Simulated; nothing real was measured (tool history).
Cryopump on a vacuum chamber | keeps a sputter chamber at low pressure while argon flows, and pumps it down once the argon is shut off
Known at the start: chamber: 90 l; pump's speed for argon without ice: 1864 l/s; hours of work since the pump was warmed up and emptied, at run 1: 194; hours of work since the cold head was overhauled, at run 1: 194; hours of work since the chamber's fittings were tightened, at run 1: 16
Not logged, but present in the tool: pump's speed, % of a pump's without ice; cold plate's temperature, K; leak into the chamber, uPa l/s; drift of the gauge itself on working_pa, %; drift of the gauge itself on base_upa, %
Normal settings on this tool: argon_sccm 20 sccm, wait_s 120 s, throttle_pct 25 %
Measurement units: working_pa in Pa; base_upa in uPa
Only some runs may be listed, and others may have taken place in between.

run	day	argon_sccm	wait_s	throttle_pct	hours of work since the pump was warmed up and emptied	hours of work since the cold head was overhauled	hours of work since the chamber's fittings were tightened	working_pa	base_upa
1	0.000	20	120	25	194	194	16	0.0734	0.47
2	1.033	20	120	25	209	209	31	0.0741	0.45
3	1.925	35	120	25	222	222	44	0.1297	0.45
4	2.621	20	120	39	232	232	54	0.0480	0.48
5	3.221	16	120	25	240	240	63	0.0594	0.48
6	3.762	20	236	25	248	248	71	0.0744	0.36
7	4.675	15	120	25	262	262	84	0.0553	0.49
8	5.225	15	120	25	270	270	92	0.0561	0.47
9	5.917	15	159	25	280	280	102	0.0567	0.43
10	7.071	15	159	25	296	296	119	0.0552	0.44
11	7.829	20	29	25	308	308	130	0.0743	1.37
12	8.508	20	29	25	317	317	140	0.0747	1.33
13	9.333	20	29	25	329	329	152	0.0756	1.37
14	9.908	20	120	36	338	338	160	0.0517	0.58
15	10.700	20	120	36	349	349	172	0.0528	0.56
16	11.562	20	120	49	362	362	184	0.0392	0.56
17	12.558	20	120	49	376	376	199	0.0389	0.59
18	13.454	21	20	19	389	389	212	0.1030	1.90
19	14.479	21	20	19	404	404	227	0.1036	1.93
20	15.646	21	20	19	421	421	244	0.1031	1.98
21	16.258	29	120	17	430	430	253	0.1584	0.60
22	17.242	29	120	17	445	445	267	0.1592	0.57
23	18.304	12	120	25	460	460	283	0.0460	0.61
24	19.154	13	103	25	472	472	295	0.0486	0.69
25	19.888	13	103	25	483	483	306	0.0501	0.72
26	20.933	30	150	22	498	498	321	0.1294	0.64
27	21.838	20	189	25	511	511	334	0.0762	0.59
28	22.767	20	37	15	525	525	348	0.1235	1.30
29	23.712	39	50	28	539	539	361	0.1342	1.08
30	24.421	22	47	18	549	549	372	0.1162	1.10
31	25.479	20	248	16	564	564	387	0.1162	0.60
32	26.317	20	248	16	577	577	399	0.1174	0.62
33	27.358	20	248	16	592	592	414	0.1175	0.62
34	28.217	10	21	16	604	604	427	0.0581	1.94

Difference, measured minus no-hidden-state, one row per run. Run-to-run variation is common to both terms; the gauge's own scatter need not be:
run	working_pa	base_upa
1	+0.0013	+0.02
2	+0.0014	+0.03
3	+0.0025	+0.04
4	+0.0015	+0.04
5	+0.0012	+0.05
6	+0.0016	+0.06
7	+0.0013	+0.06
8	+0.0013	+0.07
9	+0.0013	+0.07
10	+0.0015	+0.09
11	+0.0021	+0.10
12	+0.0021	+0.10
13	+0.0022	+0.11
14	+0.0022	+0.12
15	+0.0023	+0.13
16	+0.0024	+0.14
17	+0.0025	+0.14
18	+0.0027	+0.15
19	+0.0029	+0.16
20	+0.0030	+0.18
21	+0.0042	+0.19
22	+0.0044	+0.18
23	+0.0019	+0.21
24	+0.0022	+0.21
25	+0.0022	+0.23
26	+0.0053	+0.25
27	+0.0036	+0.25
28	+0.0037	+0.25
29	+0.0074	+0.26
30	+0.0043	+0.28
31	+0.0039	+0.29
32	+0.0041	+0.29
33	+0.0042	+0.31
34	+0.0022	+0.31
